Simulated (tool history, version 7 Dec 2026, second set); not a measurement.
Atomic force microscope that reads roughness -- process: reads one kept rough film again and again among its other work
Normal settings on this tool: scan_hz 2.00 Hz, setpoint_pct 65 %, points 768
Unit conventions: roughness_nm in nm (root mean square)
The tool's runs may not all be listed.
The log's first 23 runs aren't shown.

run,hour,scan_hz,setpoint_pct,points,pictures with this tip,hours of work since the height scale was calibrated,roughness_nm
24,1179.5,1.67,80,546,281,2019,2.100
25,1209.7,0.84,75,492,325,2035,2.288
# hour 1230.6: new tip fitted
26,1270.4,1.06,58,492,57,2068,2.479
27,1307.3,1.68,57,492,111,2088,2.435
28,1370.2,1.68,57,492,202,2122,2.388
29,1430.2,1.02,68,999,288,2154,2.332
30,1468.0,1.02,68,999,343,2175,2.328
# hour 1472.9: new tip fitted
31,1507.1,1.04,79,693,50,2196,2.315
32,1544.7,1.07,65,292,104,2216,2.401
33,1599.1,1.07,58,292,183,2246,2.437
34,1651.5,1.07,58,292,259,2274,2.399
# hour 1712.9: new tip fitted
35,1725.3,1.16,70,479,18,2314,2.414
36,1788.1,1.16,70,479,109,2348,2.380

Forecast run 37:
37,1830.1,0.55,72,312,170,2370,?

roughness_nm: 2.429 nm (root mean square)
The same run, on a tool lacking any hidden state, would have yielded roughness_nm 2.546 nm (root mean square).
